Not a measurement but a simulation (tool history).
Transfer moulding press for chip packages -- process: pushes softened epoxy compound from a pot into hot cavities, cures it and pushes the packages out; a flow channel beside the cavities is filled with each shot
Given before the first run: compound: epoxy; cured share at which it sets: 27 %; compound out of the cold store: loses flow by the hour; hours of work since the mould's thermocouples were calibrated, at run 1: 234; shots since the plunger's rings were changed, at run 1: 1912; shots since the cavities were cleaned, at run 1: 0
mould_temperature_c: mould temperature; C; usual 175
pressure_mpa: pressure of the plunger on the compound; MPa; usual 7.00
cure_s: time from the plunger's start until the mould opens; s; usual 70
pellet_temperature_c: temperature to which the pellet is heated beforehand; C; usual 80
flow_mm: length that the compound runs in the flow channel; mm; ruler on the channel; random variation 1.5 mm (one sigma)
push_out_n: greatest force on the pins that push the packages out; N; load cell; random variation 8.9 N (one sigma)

run	hour	mould_temperature_c	pressure_mpa	cure_s	pellet_temperature_c	hours of work since the mould's thermocouples were calibrated	shots since the plunger's rings were changed	shots since the cavities were cleaned	incoming compound's hours out of the cold store	flow_mm	push_out_n
1	0.0	175	7.00	70	80	234	1912	0	16.5	728	398
2	60.8	177	7.00	70	80	259	2508	596	33.6	662	728
# hour 92.7: cavities cleaned with cleaning compound and waxed
3	141.7	177	7.00	70	80	291	3287	480	46.4	620	658
# hour 187.2: cavities cleaned with cleaning compound and waxed
4	215.8	175	7.00	70	75	321	4000	281	17.4	712	664
# hour 230.2: plunger's sealing rings changed
5	274.8	175	7.00	70	75	344	438	835	28.0	694	817
# hour 283.6: cavities cleaned with cleaning compound and waxed
# hour 310.9: mould's thermocouples calibrated
6	357.6	175	8.15	70	75	19	1215	706	37.5	711	782
# hour 377.8: cavities cleaned with cleaning compound and waxed
7	412.0	175	7.00	64	88	41	1734	335	34.9	662	740
8	454.0	175	6.66	59	88	58	2147	748	14.7	711	1096
# hour 469.1: cavities cleaned with cleaning compound and waxed
9	518.3	175	7.73	61	87	84	2763	483	37.6	686	887
# hour 565.3: cavities cleaned with cleaning compound and waxed
10	589.9	175	7.73	61	87	112	3451	242	28.2	715	749
# hour 655.8: cavities cleaned with cleaning compound and waxed
11	655.8	175	5.48	61	78	138	4083	0	25.5	607	502

Each row is a separate what-if for the run after 11, all from the same tool condition, not one after another. Results?
# hour 664.6: plunger's sealing rings changed
A	726.7	175	5.48	87	74	166	609	670	47.6	?	?
# hour 664.6: plunger's sealing rings changed
B	726.7	175	7.79	69	80	166	609	670	20.7	?	?
# hour 664.6: plunger's sealing rings changed
C	726.7	175	7.85	88	78	166	609	670	23.5	?	?

run	flow_mm	push_out_n
A	556	633
B	755	792
C	750	644
Stripped of hidden state, with their random variation kept, the same runs would have yielded:
run	flow_mm	push_out_n
A	561	318
B	762	424
C	756	327

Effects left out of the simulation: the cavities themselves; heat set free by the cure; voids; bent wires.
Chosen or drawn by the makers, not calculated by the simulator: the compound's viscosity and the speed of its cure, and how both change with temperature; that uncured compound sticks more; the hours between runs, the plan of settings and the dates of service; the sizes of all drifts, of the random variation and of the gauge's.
